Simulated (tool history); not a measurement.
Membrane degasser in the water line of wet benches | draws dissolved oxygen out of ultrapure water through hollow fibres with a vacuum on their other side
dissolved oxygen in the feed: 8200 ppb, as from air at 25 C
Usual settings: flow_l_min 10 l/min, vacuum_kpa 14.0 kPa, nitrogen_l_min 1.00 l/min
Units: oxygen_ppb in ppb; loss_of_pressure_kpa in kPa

run   hour  flow_l_min  vacuum_kpa  nitrogen_l_min  oxygen_ppb  loss_of_pressure_kpa
  1    0.0          10        14.0            1.00       450.6                 54.04
  2   67.2          10        14.0            1.00       453.4                 53.98
  3  145.5          10        13.6            1.00       443.1                 53.77
  4  186.6          10        13.6            1.00       441.4                 54.08
  5  224.5          10        13.6            1.00       443.1                 53.71
  6  276.9          10        14.0            0.63       575.4                 54.01
  7  322.6           7        20.7            0.46       665.9                 37.80
  8  377.4          10        14.0            1.05       444.0                 53.68
  9  420.9          10        14.0            1.05       439.2                 53.86
 10  486.7          11        10.3            1.05       411.9                 59.19
 11  524.7          11        10.3            1.05       406.9                 58.91
 12  577.8           7        31.9            2.02       349.7                 37.28

Forecast each of these 3 alternatives for the next run:
  A  642.9           9        14.3            0.45           ?                     ?
  B  642.9           8         9.4            0.86           ?                     ?
  C  642.9           7        17.5            1.21           ?                     ?

run  oxygen_ppb  loss_of_pressure_kpa
  A       648.0                 48.26
  B       280.9                 42.75
  C       304.5                 37.51
Without the tool's hidden state the same runs would have given:
run  oxygen_ppb  loss_of_pressure_kpa
  A       647.9                 48.65
  B       280.8                 43.09
  C       304.4                 37.81
